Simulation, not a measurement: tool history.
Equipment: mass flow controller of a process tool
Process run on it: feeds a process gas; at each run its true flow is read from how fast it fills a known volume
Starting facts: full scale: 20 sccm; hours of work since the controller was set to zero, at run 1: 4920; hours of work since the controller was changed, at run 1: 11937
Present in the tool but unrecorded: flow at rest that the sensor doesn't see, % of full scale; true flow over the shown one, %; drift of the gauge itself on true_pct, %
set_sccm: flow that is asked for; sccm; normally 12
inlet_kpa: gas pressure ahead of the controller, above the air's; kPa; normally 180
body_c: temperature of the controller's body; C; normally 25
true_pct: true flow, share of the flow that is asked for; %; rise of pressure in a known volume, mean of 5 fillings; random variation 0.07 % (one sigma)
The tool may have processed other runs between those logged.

| run | hour | set_sccm | inlet_kpa | body_c | hours of work since the controller was set to zero | hours of work since the controller was changed | true_pct |
|---|---|---|---|---|---|---|---|
| 1 | 0.0 | 12 | 180 | 25 | 4920 | 11937 | 98.64 |
|  | 257.9 | controller exchanged for a calibrated one |
| 2 | 521.3 | 12 | 185 | 25 | 175 | 175 | 98.77 |
| 3 | 826.8 | 12 | 180 | 26 | 379 | 379 | 98.92 |
| 4 | 1333.1 | 12 | 180 | 26 | 716 | 716 | 98.86 |
| 5 | 1887.7 | 12 | 180 | 25 | 1085 | 1085 | 99.07 |
| 6 | 2401.1 | 12 | 180 | 28 | 1427 | 1427 | 99.40 |
| 7 | 2896.6 | 12 | 180 | 28 | 1757 | 1757 | 99.57 |
| 8 | 3222.5 | 12 | 180 | 28 | 1974 | 1974 | 99.57 |
| 9 | 3578.3 | 12 | 180 | 34 | 2211 | 2211 | 100.23 |
| 10 | 3891.7 | 12 | 180 | 34 | 2420 | 2420 | 100.22 |
| 11 | 4236.2 | 12 | 180 | 34 | 2649 | 2649 | 100.31 |
| 12 | 4568.8 | 12 | 180 | 34 | 2871 | 2871 | 100.29 |
| 13 | 4905.9 | 12 | 180 | 34 | 3095 | 3095 | 100.48 |
| 14 | 5333.5 | 12 | 180 | 34 | 3380 | 3380 | 100.48 |
| 15 | 5842.7 | 12 | 180 | 25 | 3719 | 3719 | 99.71 |
| 16 | 6259.1 | 12 | 198 | 25 | 3997 | 3997 | 99.92 |
| 17 | 6809.7 | 12 | 198 | 21 | 4363 | 4363 | 99.43 |
| 18 | 7329.6 | 12 | 198 | 21 | 4710 | 4710 | 99.68 |
| 19 | 7787.0 | 12 | 198 | 21 | 5014 | 5014 | 99.79 |
| 20 | 8168.2 | 6 | 180 | 22 | 5268 | 5268 | 98.80 |
| 21 | 8519.3 | 2 | 166 | 31 | 5502 | 5502 | 99.13 |
| 22 | 8765.2 | 7 | 254 | 22 | 5666 | 5666 | 99.02 |
| 23 | 8996.3 | 7 | 254 | 22 | 5820 | 5820 | 98.98 |
| 24 | 9226.6 | 12 | 150 | 26 | 5973 | 5973 | 100.64 |
| 25 | 9754.0 | 12 | 150 | 26 | 6324 | 6324 | 100.65 |
| 26 | 10209.4 | 12 | 150 | 26 | 6627 | 6627 | 100.86 |
|  | 10648.3 | controller's zero set anew |
| 27 | 10698.4 | 12 | 150 | 27 | 33 | 6953 | 100.90 |
| 28 | 11002.7 | 3 | 259 | 24 | 236 | 7155 | 98.80 |
| 29 | 11244.1 | 3 | 259 | 24 | 397 | 7316 | 98.92 |
| 30 | 11548.1 | 13 | 180 | 25 | 599 | 7519 | 101.09 |
| 31 | 11983.1 | 13 | 180 | 25 | 889 | 7808 | 101.21 |
| 32 | 12446.9 | 8 | 180 | 31 | 1198 | 8117 | 100.94 |
| 33 | 12725.0 | 8 | 180 | 31 | 1383 | 8302 | 101.06 |

Predict each of these 4 candidate next runs independently; none follows another, all start after run 33:
| A | 13250.6 | 14 | 219 | 38 | 1733 | 8652 | ? |
| B | 13250.6 | 9 | 180 | 28 | 1733 | 8652 | ? |
| C | 13250.6 | 12 | 180 | 30 | 1733 | 8652 | ? |
| D | 13250.6 | 2 | 180 | 25 | 1733 | 8652 | ? |

| run | true_pct |
|---|---|
| A | 102.61 |
| B | 100.91 |
| C | 101.51 |
| D | 99.54 |
Stripped of hidden state, with their random variation kept, the same runs would have yielded:
| run | true_pct |
|---|---|
| A | 100.05 |
| B | 98.40 |
| C | 98.98 |
| D | 97.05 |

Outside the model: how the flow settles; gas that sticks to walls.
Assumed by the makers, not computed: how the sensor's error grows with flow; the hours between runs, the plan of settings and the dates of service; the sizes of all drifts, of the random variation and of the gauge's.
